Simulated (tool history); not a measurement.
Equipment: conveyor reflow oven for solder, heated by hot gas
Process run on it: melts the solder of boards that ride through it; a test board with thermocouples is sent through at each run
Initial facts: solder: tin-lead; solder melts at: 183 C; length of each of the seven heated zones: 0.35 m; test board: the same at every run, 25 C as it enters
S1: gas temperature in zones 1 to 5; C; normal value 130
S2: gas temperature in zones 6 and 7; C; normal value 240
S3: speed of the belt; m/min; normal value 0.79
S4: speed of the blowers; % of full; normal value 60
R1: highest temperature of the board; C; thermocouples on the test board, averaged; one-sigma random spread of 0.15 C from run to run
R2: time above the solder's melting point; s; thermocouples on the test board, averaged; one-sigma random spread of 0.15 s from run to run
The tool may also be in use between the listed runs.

run   hour   S1   S2     S3  S4     R1    R2
  1      0  130  240   0.79  60  220.8  40.5
  2   31.1  130  240   0.79  60  220.5  40.5
  3   70.7  130  240   0.79  60  220.1  40.2
  4  128.5  130  240   0.79  60  219.9  40.1
  5  173.4  130  253   0.79  60  230.6  45.1
  6  239.4  130  253   0.79  60  230.3  45.1
  7  298.4  130  240   0.79  80    224  42.8
     308.1  -- flux residue cleaned out of gas plates and filters
  8  336.7  130  240   0.79  76  226.5    44
  9  404.7  130  240   0.79  76  225.9  43.4
 10  440.8  130  240  0.635  78  232.3  58.7
 11  486.8  139  240   0.79  81    228  46.7
 12  524.7  118  240  0.892  60  213.6  29.5
 13  585.1  137  240  0.892  60  217.9  35.7
 14  655.1  130  242  0.887  76  222.2  36.8
 15  688.1  130  242  0.887  76    222  36.9
       700  -- flux residue cleaned out of gas plates and filters
 16    755  130  242  0.887  76  224.6  38.1
     822.5  -- belt drive overhauled, speed set with a stopwatch
 17  825.2  130  237   0.79  57  217.4  37.6

Here are 5 independent what-if runs from the current tool condition. What would each one return?
  A  877.2  130  231   0.79  60   ?   ?
  B  877.2  130  240  0.864  57   ?   ?
  C  877.2  138  237   0.79  57   ?   ?
  D  877.2  130  240   0.79  67   ?   ?
  E  877.2  119  237  0.843  57   ?   ?

run     R1    R2
  A  213.2  35.1
  B  215.9    33
  C  218.9  40.1
  D  222.3  40.5
  E  211.9  29.6
Without the tool's hidden state the same runs would have given:
run     R1    R2
  A    212  34.6
  B  215.1  32.7
  C  217.7  39.6
  D  221.3  40.1
  E  211.1  29.2

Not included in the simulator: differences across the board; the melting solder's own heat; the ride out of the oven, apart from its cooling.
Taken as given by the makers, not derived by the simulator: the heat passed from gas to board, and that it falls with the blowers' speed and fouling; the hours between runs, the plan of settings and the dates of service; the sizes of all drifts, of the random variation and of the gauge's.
